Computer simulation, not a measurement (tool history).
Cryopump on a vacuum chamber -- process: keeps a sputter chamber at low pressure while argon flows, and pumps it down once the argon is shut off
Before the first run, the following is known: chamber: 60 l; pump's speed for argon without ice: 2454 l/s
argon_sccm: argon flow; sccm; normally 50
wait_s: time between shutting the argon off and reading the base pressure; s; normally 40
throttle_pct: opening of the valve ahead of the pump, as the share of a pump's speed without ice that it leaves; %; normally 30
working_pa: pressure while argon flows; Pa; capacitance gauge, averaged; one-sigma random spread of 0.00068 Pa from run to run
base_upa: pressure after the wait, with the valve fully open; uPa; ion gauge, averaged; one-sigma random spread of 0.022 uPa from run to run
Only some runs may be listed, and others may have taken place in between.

{"run": 1, "hour": 0.0, "argon_sccm": 50, "wait_s": 40, "throttle_pct": 30, "working_pa": 0.1309, "base_upa": 0.75}
{"run": 2, "hour": 66.5, "argon_sccm": 50, "wait_s": 40, "throttle_pct": 30, "working_pa": 0.1335, "base_upa": 0.8}
{"hour": 84.6, "done": "pump warmed up, emptied and cooled again"}
{"run": 3, "hour": 127.8, "argon_sccm": 50, "wait_s": 40, "throttle_pct": 30, "working_pa": 0.1176, "base_upa": 0.71}
{"run": 4, "hour": 230.7, "argon_sccm": 50, "wait_s": 40, "throttle_pct": 30, "working_pa": 0.1204, "base_upa": 0.73}
{"run": 5, "hour": 288.9, "argon_sccm": 50, "wait_s": 40, "throttle_pct": 30, "working_pa": 0.1208, "base_upa": 0.81}
{"run": 6, "hour": 373.0, "argon_sccm": 50, "wait_s": 40, "throttle_pct": 30, "working_pa": 0.1228, "base_upa": 0.84}
{"run": 7, "hour": 420.4, "argon_sccm": 50, "wait_s": 40, "throttle_pct": 30, "working_pa": 0.1231, "base_upa": 0.85}
{"run": 8, "hour": 497.0, "argon_sccm": 50, "wait_s": 40, "throttle_pct": 54, "working_pa": 0.0751, "base_upa": 0.87}
{"run": 9, "hour": 590.1, "argon_sccm": 50, "wait_s": 40, "throttle_pct": 54, "working_pa": 0.0779, "base_upa": 0.96}
{"hour": 651.2, "done": "pump warmed up, emptied and cooled again"}
{"run": 10, "hour": 673.6, "argon_sccm": 50, "wait_s": 40, "throttle_pct": 30, "working_pa": 0.1175, "base_upa": 0.87}
{"run": 11, "hour": 754.8, "argon_sccm": 50, "wait_s": 40, "throttle_pct": 30, "working_pa": 0.1183, "base_upa": 0.89}
{"run": 12, "hour": 866.4, "argon_sccm": 50, "wait_s": 40, "throttle_pct": 30, "working_pa": 0.1212, "base_upa": 0.99}
{"run": 13, "hour": 970.0, "argon_sccm": 50, "wait_s": 40, "throttle_pct": 30, "working_pa": 0.1245, "base_upa": 1.03}
{"run": 14, "hour": 1078.3, "argon_sccm": 50, "wait_s": 287, "throttle_pct": 30, "working_pa": 0.1257, "base_upa": 0.74}
{"run": 15, "hour": 1141.8, "argon_sccm": 50, "wait_s": 287, "throttle_pct": 30, "working_pa": 0.1266, "base_upa": 0.75}
{"run": 16, "hour": 1203.4, "argon_sccm": 50, "wait_s": 287, "throttle_pct": 30, "working_pa": 0.1296, "base_upa": 0.84}
{"hour": 1224.9, "done": "pump warmed up, emptied and cooled again"}
{"run": 17, "hour": 1258.0, "argon_sccm": 50, "wait_s": 40, "throttle_pct": 30, "working_pa": 0.1178, "base_upa": 1.05}
{"run": 18, "hour": 1337.3, "argon_sccm": 50, "wait_s": 40, "throttle_pct": 30, "working_pa": 0.1201, "base_upa": 1.02}
{"run": 19, "hour": 1408.6, "argon_sccm": 50, "wait_s": 40, "throttle_pct": 30, "working_pa": 0.1205, "base_upa": 1.13}
{"run": 20, "hour": 1522.2, "argon_sccm": 50, "wait_s": 65, "throttle_pct": 17, "working_pa": 0.2106, "base_upa": 0.99}
{"run": 21, "hour": 1637.5, "argon_sccm": 67, "wait_s": 40, "throttle_pct": 16, "working_pa": 0.305, "base_upa": 1.26}
{"run": 22, "hour": 1717.4, "argon_sccm": 50, "wait_s": 97, "throttle_pct": 55, "working_pa": 0.0771, "base_upa": 1.1}
{"hour": 1791.1, "done": "pump warmed up, emptied and cooled again"}
{"run": 23, "hour": 1835.6, "argon_sccm": 50, "wait_s": 97, "throttle_pct": 55, "working_pa": 0.0659, "base_upa": 0.92}
{"run": 24, "hour": 1895.4, "argon_sccm": 27, "wait_s": 216, "throttle_pct": 31, "working_pa": 0.0636, "base_upa": 0.89}
{"run": 25, "hour": 1957.4, "argon_sccm": 61, "wait_s": 181, "throttle_pct": 17, "working_pa": 0.2542, "base_upa": 0.92}
{"run": 26, "hour": 2050.5, "argon_sccm": 61, "wait_s": 181, "throttle_pct": 17, "working_pa": 0.2577, "base_upa": 1.03}
{"run": 27, "hour": 2159.6, "argon_sccm": 41, "wait_s": 181, "throttle_pct": 20, "working_pa": 0.1511, "base_upa": 1.19}
{"run": 28, "hour": 2273.7, "argon_sccm": 78, "wait_s": 257, "throttle_pct": 54, "working_pa": 0.1233, "base_upa": 1.21}
{"run": 29, "hour": 2324.4, "argon_sccm": 42, "wait_s": 282, "throttle_pct": 21, "working_pa": 0.1521, "base_upa": 1.3}
{"hour": 2359.2, "done": "pump warmed up, emptied and cooled again"}
{"run": 30, "hour": 2393.0, "argon_sccm": 88, "wait_s": 74, "throttle_pct": 51, "working_pa": 0.1264, "base_upa": 1.15}
{"run": 31, "hour": 2491.6, "argon_sccm": 50, "wait_s": 87, "throttle_pct": 18, "working_pa": 0.1984, "base_upa": 1.2}
{"run": 32, "hour": 2597.1, "argon_sccm": 44, "wait_s": 87, "throttle_pct": 18, "working_pa": 0.175, "base_upa": 1.35}
{"run": 33, "hour": 2699.9, "argon_sccm": 44, "wait_s": 87, "throttle_pct": 18, "working_pa": 0.1778, "base_upa": 1.45}

Here are 5 independent what-if runs from the current tool condition. What would each one return?
{"run": "A", "hour": 2816.7, "argon_sccm": 35, "wait_s": 40, "throttle_pct": 30, "working_pa": "?", "base_upa": "?"}
{"run": "B", "hour": 2816.7, "argon_sccm": 92, "wait_s": 87, "throttle_pct": 18, "working_pa": "?", "base_upa": "?"}
{"run": "C", "hour": 2816.7, "argon_sccm": 44, "wait_s": 53, "throttle_pct": 18, "working_pa": "?", "base_upa": "?"}
{"run": "D", "hour": 2816.7, "argon_sccm": 56, "wait_s": 172, "throttle_pct": 31, "working_pa": "?", "base_upa": "?"}
{"run": "E", "hour": 2816.7, "argon_sccm": 29, "wait_s": 40, "throttle_pct": 30, "working_pa": "?", "base_upa": "?"}

run=A working_pa=0.0906 base_upa=1.79
run=B working_pa=0.3756 base_upa=1.57
run=C working_pa=0.1797 base_upa=1.66
run=D working_pa=0.1413 base_upa=1.47
run=E working_pa=0.0743 base_upa=1.79
With no hidden state in the tool, these same runs would have given:
run=A working_pa=0.0803 base_upa=0.54
run=B working_pa=0.3487 base_upa=0.32
run=C working_pa=0.1668 base_upa=0.46
run=D working_pa=0.1248 base_upa=0.2
run=E working_pa=0.0658 base_upa=0.56
